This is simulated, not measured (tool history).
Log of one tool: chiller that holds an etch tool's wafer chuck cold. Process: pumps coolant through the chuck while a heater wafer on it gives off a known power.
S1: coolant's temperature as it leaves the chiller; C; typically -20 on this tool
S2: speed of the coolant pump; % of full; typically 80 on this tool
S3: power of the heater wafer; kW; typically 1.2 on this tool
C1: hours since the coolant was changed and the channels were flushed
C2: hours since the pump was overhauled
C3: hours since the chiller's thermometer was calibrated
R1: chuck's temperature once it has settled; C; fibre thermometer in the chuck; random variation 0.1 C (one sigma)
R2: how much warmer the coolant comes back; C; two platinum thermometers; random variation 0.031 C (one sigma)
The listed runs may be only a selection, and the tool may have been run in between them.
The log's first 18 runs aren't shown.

run    hour   S1   S2     S3    C1    C2    C3     R1    R2
     1838.4  -- coolant changed, channels flushed
 19  1976.6  -16  100  0.751   138  5082  5357  -10.2  1.54
 20    2121  -18   79    1.2   283  5226  5501   -7.6  3.07
 21  2232.9  -18   79    1.2   394  5338  5613   -7.5     3
     2271.8  -- chiller's thermometer calibrated
 22  2302.8  -18   97    1.2   463  5407    31   -9.4  2.53
 23  2444.4  -22   76  0.793   605  5548   173  -15.5  2.07
 24  2549.1  -22   76  0.793   710  5653   277  -15.6  2.11
 25  2629.7  -24   85    1.2   790  5734   358  -14.6  2.86
 26    2762  -16   67  0.825   923  5866   490   -8.4  2.42
 27  2825.4  -26   75  1.007   986  5930   554  -17.3  2.69
 28  2891.4  -24   63  1.727  1052  5996   620   -7.6  5.49
 29  3031.5  -19   96  1.727  1192  6136   760     -6  3.74
 30  3178.4  -29   90  0.863  1339  6283   907  -22.2  1.92
 31  3291.5  -29   90  0.863  1452  6396  1020  -22.4  1.99

Alternative continuations, all from the tool just after run 31; predict every row:
  A  3412.8  -29  90  0.869  1573  6517  1141   ?   ?
  B  3412.8  -20  80  1.739  1573  6517  1141   ?   ?
  C  3412.8  -26  80  1.733  1573  6517  1141   ?   ?

run     R1    R2
  A  -22.1  1.99
  B   -5.4  4.43
  C  -11.4  4.43
Take away the tool's hidden state, keep each run's random variation, and the runs would have read:
run     R1    R2
  A  -22.8  1.79
  B   -6.9  3.97
  C  -12.9  3.97
